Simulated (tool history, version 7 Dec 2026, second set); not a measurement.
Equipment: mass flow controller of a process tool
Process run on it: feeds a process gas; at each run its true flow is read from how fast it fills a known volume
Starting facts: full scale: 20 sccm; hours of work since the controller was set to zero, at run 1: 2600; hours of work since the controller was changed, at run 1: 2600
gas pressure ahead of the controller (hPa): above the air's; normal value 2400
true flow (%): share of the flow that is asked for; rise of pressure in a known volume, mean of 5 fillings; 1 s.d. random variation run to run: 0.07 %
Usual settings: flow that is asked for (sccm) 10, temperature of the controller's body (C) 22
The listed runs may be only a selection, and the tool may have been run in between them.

run,hour,flow that is asked for (sccm),gas pressure ahead of the controller (hPa),temperature of the controller's body (C),hours of work since the controller was set to zero,hours of work since the controller was changed,true flow (%)
1,0.0,10,2400,22,2600,2600,97.17
2,91.2,10,2400,22,2647,2647,97.25
3,238.9,10,2400,22,2722,2722,97.13
4,303.6,10,2400,22,2755,2755,97.08
5,406.0,10,2400,22,2808,2808,97.13
6,489.1,10,2400,22,2851,2851,97.11
7,611.4,9,2400,22,2913,2913,96.73
8,723.9,9,2400,22,2971,2971,96.82
9,832.0,9,2400,22,3027,3027,96.77
10,948.0,10,2400,22,3086,3086,97.05
11,1044.7,10,2400,22,3136,3136,97.02
12,1170.4,10,2400,22,3200,3200,97.02
13,1278.8,10,2400,22,3256,3256,96.89
14,1385.2,5,2400,22,3310,3310,94.82
15,1465.8,5,2400,22,3352,3352,94.88
16,1590.6,5,2400,22,3416,3416,94.64
17,1692.3,5,2400,22,3468,3468,94.68
18,1757.1,5,2400,22,3501,3501,94.66
19,1830.3,10,2400,22,3539,3539,96.89
20,1937.8,10,2400,22,3594,3594,96.85
21,2032.3,10,2400,22,3642,3642,96.92
22,2094.5,10,2400,22,3674,3674,96.71
23,2240.8,10,2400,22,3749,3749,96.80
24,2388.8,15,2400,30,3825,3825,98.89
25,2455.4,5,1530,31,3859,3859,95.16
26,2548.2,15,2400,22,3907,3907,98.15
27,2652.9,15,2400,22,3961,3961,97.96
28,2774.9,15,2400,22,4023,4023,97.91
29,2856.1,10,1600,34,4065,4065,97.70
30,2960.7,3,2400,29,4118,4118,92.49
31,3060.3,10,2350,22,4170,4170,96.61
32,3168.2,3,1740,22,4225,4225,91.43
33,3239.3,19,1740,22,4261,4261,98.79
34,3322.6,6,2150,22,4304,4304,94.79
35,3398.9,11,1420,22,4343,4343,96.71
36,3467.4,10,2130,22,4378,4378,96.41
37,3546.9,10,2220,32,4419,4419,97.71
38,3646.0,12,2320,22,4470,4470,97.16
39,3759.1,12,2320,22,4528,4528,97.22
40,3883.7,14,1430,24,4592,4592,97.55
41,4007.4,14,1430,24,4655,4655,97.69
42,4092.1,10,1640,30,4699,4699,97.17
43,4172.2,2,1640,35,4740,4740,88.66
44,4286.1,10,2400,32,4798,4798,97.57
45,4385.1,5,2400,22,4849,4849,93.71
46,4492.3,10,2400,39,4904,4904,98.25

Here are 3 independent what-if runs from the current tool condition. What would each one return?
A,4578.5,5,2010,28,4948,4948,?
B,4578.5,14,2400,39,4948,4948,?
C,4578.5,10,2000,39,4948,4948,?

run,true flow (%)
A,94.37
B,99.52
C,98.23
Without the tool's unlogged condition, the same runs would have read:
run,true flow (%)
A,98.23
B,100.75
C,100.04
